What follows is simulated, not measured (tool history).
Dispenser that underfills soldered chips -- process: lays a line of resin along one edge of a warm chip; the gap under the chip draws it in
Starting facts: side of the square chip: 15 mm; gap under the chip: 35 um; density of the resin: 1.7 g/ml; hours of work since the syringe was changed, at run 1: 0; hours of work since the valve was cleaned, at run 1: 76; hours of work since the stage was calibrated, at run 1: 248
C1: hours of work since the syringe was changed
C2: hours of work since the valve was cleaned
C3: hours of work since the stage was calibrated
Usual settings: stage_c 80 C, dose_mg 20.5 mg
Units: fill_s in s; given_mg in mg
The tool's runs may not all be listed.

{"run": 1, "hour": 0.0, "stage_c": 80, "dose_mg": 20.5, "C1": 0, "C2": 76, "C3": 248, "fill_s": 342.5, "given_mg": 19.81}
{"run": 2, "hour": 5.1, "stage_c": 78, "dose_mg": 20.5, "C1": 4, "C2": 79, "C3": 252, "fill_s": 486.7, "given_mg": 19.9}
{"hour": 8.1, "done": "new syringe of resin"}
{"run": 3, "hour": 13.1, "stage_c": 78, "dose_mg": 20.5, "C1": 4, "C2": 85, "C3": 257, "fill_s": 481.1, "given_mg": 19.89}
{"hour": 16.6, "done": "new syringe of resin"}
{"run": 4, "hour": 19.9, "stage_c": 78, "dose_mg": 18.1, "C1": 2, "C2": 89, "C3": 262, "fill_s": 459.2, "given_mg": 17.51}
{"hour": 25.0, "done": "new syringe of resin"}
{"hour": 30.5, "done": "dispensing valve cleaned and set on the balance"}
{"run": 5, "hour": 30.5, "stage_c": 78, "dose_mg": 18.1, "C1": 3, "C2": 0, "C3": 268, "fill_s": 472.7, "given_mg": 18.26}
{"hour": 34.4, "done": "new syringe of resin"}
{"run": 6, "hour": 37.1, "stage_c": 78, "dose_mg": 18.1, "C1": 2, "C2": 4, "C3": 273, "fill_s": 425.3, "given_mg": 18.14}
{"hour": 42.7, "done": "new syringe of resin"}
{"run": 7, "hour": 46.8, "stage_c": 86, "dose_mg": 20.5, "C1": 3, "C2": 11, "C3": 279, "fill_s": 331.1, "given_mg": 20.63}
{"hour": 51.0, "done": "new syringe of resin"}
{"run": 8, "hour": 55.5, "stage_c": 86, "dose_mg": 20.5, "C1": 3, "C2": 17, "C3": 285, "fill_s": 337.1, "given_mg": 20.49}
{"hour": 59.7, "done": "new syringe of resin"}
{"run": 9, "hour": 62.6, "stage_c": 86, "dose_mg": 20.5, "C1": 2, "C2": 22, "C3": 290, "fill_s": 308.9, "given_mg": 20.24}
{"hour": 67.9, "done": "new syringe of resin"}
{"run": 10, "hour": 71.5, "stage_c": 86, "dose_mg": 20.5, "C1": 3, "C2": 28, "C3": 296, "fill_s": 330.3, "given_mg": 20.12}
{"hour": 76.4, "done": "new syringe of resin"}
{"run": 11, "hour": 79.0, "stage_c": 86, "dose_mg": 20.5, "C1": 2, "C2": 33, "C3": 301, "fill_s": 307.2, "given_mg": 20.13}
{"hour": 84.9, "done": "new syringe of resin"}
{"run": 12, "hour": 87.7, "stage_c": 86, "dose_mg": 20.5, "C1": 2, "C2": 39, "C3": 307, "fill_s": 320.0, "given_mg": 20.34}
{"hour": 93.2, "done": "new syringe of resin"}
{"run": 13, "hour": 96.5, "stage_c": 86, "dose_mg": 20.5, "C1": 2, "C2": 45, "C3": 313, "fill_s": 334.8, "given_mg": 20.3}
{"hour": 101.8, "done": "new syringe of resin"}
{"run": 14, "hour": 105.8, "stage_c": 86, "dose_mg": 19.4, "C1": 3, "C2": 51, "C3": 319, "fill_s": 343.8, "given_mg": 19.09}
{"hour": 110.0, "done": "new syringe of resin"}
{"run": 15, "hour": 112.6, "stage_c": 86, "dose_mg": 24.6, "C1": 2, "C2": 55, "C3": 324, "fill_s": 312.9, "given_mg": 24.33}
{"hour": 118.5, "done": "new syringe of resin"}
{"run": 16, "hour": 123.5, "stage_c": 86, "dose_mg": 22.3, "C1": 3, "C2": 63, "C3": 331, "fill_s": 358.6, "given_mg": 21.64}
{"hour": 126.8, "done": "new syringe of resin"}
{"hour": 135.3, "done": "new syringe of resin"}
{"run": 17, "hour": 135.4, "stage_c": 86, "dose_mg": 22.3, "C1": 0, "C2": 71, "C3": 339, "fill_s": 276.5, "given_mg": 21.87}
{"hour": 143.3, "done": "new syringe of resin"}
{"run": 18, "hour": 146.3, "stage_c": 68, "dose_mg": 22.7, "C1": 2, "C2": 78, "C3": 346, "fill_s": 674.2, "given_mg": 22.11}
{"hour": 151.3, "done": "new syringe of resin"}
{"run": 19, "hour": 153.9, "stage_c": 68, "dose_mg": 22.7, "C1": 2, "C2": 83, "C3": 352, "fill_s": 643.9, "given_mg": 22.12}
{"hour": 159.8, "done": "new syringe of resin"}
{"run": 20, "hour": 161.3, "stage_c": 93, "dose_mg": 21.9, "C1": 1, "C2": 88, "C3": 356, "fill_s": 226.0, "given_mg": 21.25}
{"hour": 168.3, "done": "new syringe of resin"}
{"run": 21, "hour": 170.4, "stage_c": 70, "dose_mg": 24.6, "C1": 2, "C2": 94, "C3": 363, "fill_s": 561.2, "given_mg": 23.84}
{"hour": 173.6, "done": "dispensing valve cleaned and set on the balance"}
{"hour": 177.8, "done": "new syringe of resin"}
{"run": 22, "hour": 181.6, "stage_c": 93, "dose_mg": 23.5, "C1": 3, "C2": 5, "C3": 370, "fill_s": 255.7, "given_mg": 23.18}
{"hour": 186.1, "done": "new syringe of resin"}
{"run": 23, "hour": 192.0, "stage_c": 85, "dose_mg": 19.9, "C1": 4, "C2": 12, "C3": 377, "fill_s": 378.2, "given_mg": 19.82}
{"hour": 194.3, "done": "new syringe of resin"}
{"run": 24, "hour": 200.0, "stage_c": 77, "dose_mg": 23.1, "C1": 4, "C2": 18, "C3": 382, "fill_s": 534.1, "given_mg": 22.77}
{"hour": 202.6, "done": "new syringe of resin"}
{"run": 25, "hour": 209.8, "stage_c": 75, "dose_mg": 18.3, "C1": 5, "C2": 25, "C3": 389, "fill_s": 619.8, "given_mg": 18.07}
{"hour": 210.9, "done": "new syringe of resin"}
{"hour": 219.0, "done": "new syringe of resin"}
{"run": 26, "hour": 221.0, "stage_c": 88, "dose_mg": 21.0, "C1": 1, "C2": 32, "C3": 396, "fill_s": 283.7, "given_mg": 20.7}
{"hour": 227.3, "done": "new syringe of resin"}
{"run": 27, "hour": 230.8, "stage_c": 91, "dose_mg": 21.1, "C1": 2, "C2": 39, "C3": 403, "fill_s": 268.8, "given_mg": 20.77}
{"hour": 235.8, "done": "new syringe of resin"}
{"run": 28, "hour": 240.9, "stage_c": 78, "dose_mg": 18.8, "C1": 4, "C2": 45, "C3": 410, "fill_s": 501.2, "given_mg": 18.49}
{"hour": 244.2, "done": "new syringe of resin"}
{"run": 29, "hour": 248.3, "stage_c": 94, "dose_mg": 21.2, "C1": 3, "C2": 50, "C3": 415, "fill_s": 252.1, "given_mg": 20.89}
{"hour": 252.3, "done": "new syringe of resin"}
{"hour": 260.3, "done": "new syringe of resin"}
{"run": 30, "hour": 260.3, "stage_c": 94, "dose_mg": 21.2, "C1": 0, "C2": 58, "C3": 423, "fill_s": 209.5, "given_mg": 20.8}
{"hour": 268.5, "done": "new syringe of resin"}
{"run": 31, "hour": 268.8, "stage_c": 94, "dose_mg": 21.2, "C1": 0, "C2": 64, "C3": 428, "fill_s": 214.8, "given_mg": 20.53}
{"hour": 276.5, "done": "new syringe of resin"}
{"run": 32, "hour": 276.5, "stage_c": 94, "dose_mg": 21.2, "C1": 0, "C2": 69, "C3": 434, "fill_s": 207.3, "given_mg": 20.61}
{"hour": 284.9, "done": "new syringe of resin"}
{"run": 33, "hour": 285.4, "stage_c": 94, "dose_mg": 21.2, "C1": 0, "C2": 75, "C3": 440, "fill_s": 217.5, "given_mg": 20.59}
{"hour": 293.7, "done": "new syringe of resin"}
{"run": 34, "hour": 294.6, "stage_c": 93, "dose_mg": 18.2, "C1": 1, "C2": 82, "C3": 446, "fill_s": 232.0, "given_mg": 17.62}

Hidden condition of the tool, last listed run before each entry between runs versus first listed run after:
Between runs 2 and 3: new syringe of resin (hour 8.1)
  resin's viscosity, % of fresh resin's: 130 -> 129.8; dose that the valve gives, % of what is set: 97.02 -> 96.81; true chip temperature over the reading, C: -1.55 -> -1.58
  measured result minus the result with no hidden state, fill_s: +136.2 -> +134.9 s; given_mg: -0.62 -> -0.65 mg
Between runs 3 and 4: new syringe of resin (hour 16.6)
  resin's viscosity, % of fresh resin's: 129.8 -> 118.2; dose that the valve gives, % of what is set: 96.81 -> 96.65; true chip temperature over the reading, C: -1.58 -> -1.61
  measured result minus the result with no hidden state, fill_s: +134.9 -> +98.1 s; given_mg: -0.65 -> -0.61 mg
Between runs 4 and 5: new syringe of resin (hour 25.0); dispensing valve cleaned and set on the balance (hour 30.5)
  resin's viscosity, % of fresh resin's: 118.2 -> 124.7; dose that the valve gives, % of what is set: 96.65 -> 100.35; true chip temperature over the reading, C: -1.61 -> -1.65
  measured result minus the result with no hidden state, fill_s: +98.1 -> +117.0 s; given_mg: -0.61 -> +0.06 mg
Between runs 5 and 6: new syringe of resin (hour 34.4)
  resin's viscosity, % of fresh resin's: 124.7 -> 113; dose that the valve gives, % of what is set: 100.35 -> 100.2; true chip temperature over the reading, C: -1.65 -> -1.67
  measured result minus the result with no hidden state, fill_s: +117.0 -> +72.8 s; given_mg: +0.06 -> +0.04 mg
Between runs 6 and 7: new syringe of resin (hour 42.7)
  resin's viscosity, % of fresh resin's: 113 -> 122.6; dose that the valve gives, % of what is set: 100.2 -> 99.97; true chip temperature over the reading, C: -1.67 -> -1.71
  measured result minus the result with no hidden state, fill_s: +72.8 -> +78.0 s; given_mg: +0.04 -> +0.00 mg
Between runs 7 and 8: new syringe of resin (hour 51.0)
  resin's viscosity, % of fresh resin's: 122.6 -> 125.4; dose that the valve gives, % of what is set: 99.97 -> 99.74; true chip temperature over the reading, C: -1.71 -> -1.74
  measured result minus the result with no hidden state, fill_s: +78.0 -> +85.5 s; given_mg: +0.00 -> -0.05 mg
Between runs 8 and 9: new syringe of resin (hour 59.7)
  resin's viscosity, % of fresh resin's: 125.4 -> 114.2; dose that the valve gives, % of what is set: 99.74 -> 99.54; true chip temperature over the reading, C: -1.74 -> -1.76
  measured result minus the result with no hidden state, fill_s: +85.5 -> +56.0 s; given_mg: -0.05 -> -0.09 mg
Between runs 9 and 10: new syringe of resin (hour 67.9)
  resin's viscosity, % of fresh resin's: 114.2 -> 119.6; dose that the valve gives, % of what is set: 99.54 -> 99.3; true chip temperature over the reading, C: -1.76 -> -1.8
  measured result minus the result with no hidden state, fill_s: +56.0 -> +72.5 s; given_mg: -0.09 -> -0.14 mg
Between runs 10 and 11: new syringe of resin (hour 76.4)
  resin's viscosity, % of fresh resin's: 119.6 -> 113.4; dose that the valve gives, % of what is set: 99.3 -> 99.12; true chip temperature over the reading, C: -1.8 -> -1.83
  measured result minus the result with no hidden state, fill_s: +72.5 -> +54.7 s; given_mg: -0.14 -> -0.18 mg
Between runs 11 and 12: new syringe of resin (hour 84.9)
  resin's viscosity, % of fresh resin's: 113.4 -> 116; dose that the valve gives, % of what is set: 99.12 -> 98.9; true chip temperature over the reading, C: -1.83 -> -1.86
  measured result minus the result with no hidden state, fill_s: +54.7 -> +63.1 s; given_mg: -0.18 -> -0.23 mg
Between runs 12 and 13: new syringe of resin (hour 93.2)
  resin's viscosity, % of fresh resin's: 116 -> 119.7; dose that the valve gives, % of what is set: 98.9 -> 98.66; true chip temperature over the reading, C: -1.86 -> -1.89
  measured result minus the result with no hidden state, fill_s: +63.1 -> +75.0 s; given_mg: -0.23 -> -0.28 mg
Between runs 13 and 14: new syringe of resin (hour 101.8)
  resin's viscosity, % of fresh resin's: 119.7 -> 122.9; dose that the valve gives, % of what is set: 98.66 -> 98.44; true chip temperature over the reading, C: -1.89 -> -1.92
  measured result minus the result with no hidden state, fill_s: +75.0 -> +84.3 s; given_mg: -0.28 -> -0.30 mg
Between runs 14 and 15: new syringe of resin (hour 110.0)
  resin's viscosity, % of fresh resin's: 122.9 -> 113.5; dose that the valve gives, % of what is set: 98.44 -> 98.25; true chip temperature over the reading, C: -1.92 -> -1.95
  measured result minus the result with no hidden state, fill_s: +84.3 -> +57.0 s; given_mg: -0.30 -> -0.43 mg
Between runs 15 and 16: new syringe of resin (hour 118.5)
  resin's viscosity, % of fresh resin's: 113.5 -> 129.1; dose that the valve gives, % of what is set: 98.25 -> 97.99; true chip temperature over the reading, C: -1.95 -> -1.99
  measured result minus the result with no hidden state, fill_s: +57.0 -> +101.4 s; given_mg: -0.43 -> -0.45 mg
Between runs 16 and 17: new syringe of resin (hour 126.8); new syringe of resin (hour 135.3)
  resin's viscosity, % of fresh resin's: 129.1 -> 101.1; dose that the valve gives, % of what is set: 97.99 -> 97.69; true chip temperature over the reading, C: -1.99 -> -2.04
  measured result minus the result with no hidden state, fill_s: +101.4 -> +23.8 s; given_mg: -0.45 -> -0.51 mg
Between runs 17 and 18: new syringe of resin (hour 143.3)
  resin's viscosity, % of fresh resin's: 101.1 -> 117.3; dose that the valve gives, % of what is set: 97.69 -> 97.39; true chip temperature over the reading, C: -2.04 -> -2.08
  measured result minus the result with no hidden state, fill_s: +23.8 -> +148.4 s; given_mg: -0.51 -> -0.59 mg
Between runs 18 and 19: new syringe of resin (hour 151.3)
  resin's viscosity, % of fresh resin's: 117.3 -> 114.1; dose that the valve gives, % of what is set: 97.39 -> 97.2; true chip temperature over the reading, C: -2.08 -> -2.11
  measured result minus the result with no hidden state, fill_s: +148.4 -> +128.5 s; given_mg: -0.59 -> -0.63 mg
Between runs 19 and 20: new syringe of resin (hour 159.8)
  resin's viscosity, % of fresh resin's: 114.1 -> 107.6; dose that the valve gives, % of what is set: 97.2 -> 97.02; true chip temperature over the reading, C: -2.11 -> -2.13
  measured result minus the result with no hidden state, fill_s: +128.5 -> +32.2 s; given_mg: -0.63 -> -0.65 mg
Between runs 20 and 21: new syringe of resin (hour 168.3)
  resin's viscosity, % of fresh resin's: 107.6 -> 109.7; dose that the valve gives, % of what is set: 97.02 -> 96.77; true chip temperature over the reading, C: -2.13 -> -2.17
  measured result minus the result with no hidden state, fill_s: +32.2 -> +94.5 s; given_mg: -0.65 -> -0.79 mg
Between runs 21 and 22: dispensing valve cleaned and set on the balance (hour 173.6); new syringe of resin (hour 177.8)
  resin's viscosity, % of fresh resin's: 109.7 -> 120; dose that the valve gives, % of what is set: 96.77 -> 99.77; true chip temperature over the reading, C: -2.17 -> -2.21
  measured result minus the result with no hidden state, fill_s: +94.5 -> +59.1 s; given_mg: -0.79 -> -0.05 mg
Between runs 22 and 23: new syringe of resin (hour 186.1)
  resin's viscosity, % of fresh resin's: 120 -> 132.3; dose that the valve gives, % of what is set: 99.77 -> 99.5; true chip temperature over the reading, C: -2.21 -> -2.25
  measured result minus the result with no hidden state, fill_s: +59.1 -> +115.8 s; given_mg: -0.05 -> -0.10 mg
Between runs 23 and 24: new syringe of resin (hour 194.3)
  resin's viscosity, % of fresh resin's: 132.3 -> 134.7; dose that the valve gives, % of what is set: 99.5 -> 99.3; true chip temperature over the reading, C: -2.25 -> -2.27
  measured result minus the result with no hidden state, fill_s: +115.8 -> +172.1 s; given_mg: -0.10 -> -0.16 mg
Between runs 24 and 25: new syringe of resin (hour 202.6)
  resin's viscosity, % of fresh resin's: 134.7 -> 141.6; dose that the valve gives, % of what is set: 99.3 -> 99.05; true chip temperature over the reading, C: -2.27 -> -2.31
  measured result minus the result with no hidden state, fill_s: +172.1 -> +222.0 s; given_mg: -0.16 -> -0.18 mg
Between runs 25 and 26: new syringe of resin (hour 210.9); new syringe of resin (hour 219.0)
  resin's viscosity, % of fresh resin's: 141.6 -> 110.3; dose that the valve gives, % of what is set: 99.05 -> 98.76; true chip temperature over the reading, C: -2.31 -> -2.35
  measured result minus the result with no hidden state, fill_s: +222.0 -> +48.5 s; given_mg: -0.18 -> -0.25 mg
Between runs 26 and 27: new syringe of resin (hour 227.3)
  resin's viscosity, % of fresh resin's: 110.3 -> 118.9; dose that the valve gives, % of what is set: 98.76 -> 98.5; true chip temperature over the reading, C: -2.35 -> -2.39
  measured result minus the result with no hidden state, fill_s: +48.5 -> +62.2 s; given_mg: -0.25 -> -0.31 mg
Between runs 27 and 28: new syringe of resin (hour 235.8)
  resin's viscosity, % of fresh resin's: 118.9 -> 128.6; dose that the valve gives, % of what is set: 98.5 -> 98.24; true chip temperature over the reading, C: -2.39 -> -2.42
  measured result minus the result with no hidden state, fill_s: +62.2 -> +148.4 s; given_mg: -0.31 -> -0.33 mg
Between runs 28 and 29: new syringe of resin (hour 244.2)
  resin's viscosity, % of fresh resin's: 128.6 -> 122.4; dose that the valve gives, % of what is set: 98.24 -> 98.05; true chip temperature over the reading, C: -2.42 -> -2.45
  measured result minus the result with no hidden state, fill_s: +148.4 -> +64.2 s; given_mg: -0.33 -> -0.41 mg
Between runs 29 and 30: new syringe of resin (hour 252.3); new syringe of resin (hour 260.3)
  resin's viscosity, % of fresh resin's: 122.4 -> 99.9; dose that the valve gives, % of what is set: 98.05 -> 97.74; true chip temperature over the reading, C: -2.45 -> -2.49
  measured result minus the result with no hidden state, fill_s: +64.2 -> +18.4 s; given_mg: -0.41 -> -0.48 mg
Between runs 30 and 31: new syringe of resin (hour 268.5)
  resin's viscosity, % of fresh resin's: 99.9 -> 101.8; dose that the valve gives, % of what is set: 97.74 -> 97.52; true chip temperature over the reading, C: -2.49 -> -2.53
  measured result minus the result with no hidden state, fill_s: +18.4 -> +22.8 s; given_mg: -0.48 -> -0.53 mg
Between runs 31 and 32: new syringe of resin (hour 276.5)
  resin's viscosity, % of fresh resin's: 101.8 -> 99.4; dose that the valve gives, % of what is set: 97.52 -> 97.31; true chip temperature over the reading, C: -2.53 -> -2.55
  measured result minus the result with no hidden state, fill_s: +22.8 -> +17.8 s; given_mg: -0.53 -> -0.58 mg
Between runs 32 and 33: new syringe of resin (hour 284.9)
  resin's viscosity, % of fresh resin's: 99.4 -> 102.8; dose that the valve gives, % of what is set: 97.31 -> 97.08; true chip temperature over the reading, C: -2.55 -> -2.59
  measured result minus the result with no hidden state, fill_s: +17.8 -> +25.4 s; given_mg: -0.58 -> -0.63 mg
Between runs 33 and 34: new syringe of resin (hour 293.7)
  resin's viscosity, % of fresh resin's: 102.8 -> 103.8; dose that the valve gives, % of what is set: 97.08 -> 96.85; true chip temperature over the reading, C: -2.59 -> -2.62
  measured result minus the result with no hidden state, fill_s: +25.4 -> +30.4 s; given_mg: -0.63 -> -0.57 mg
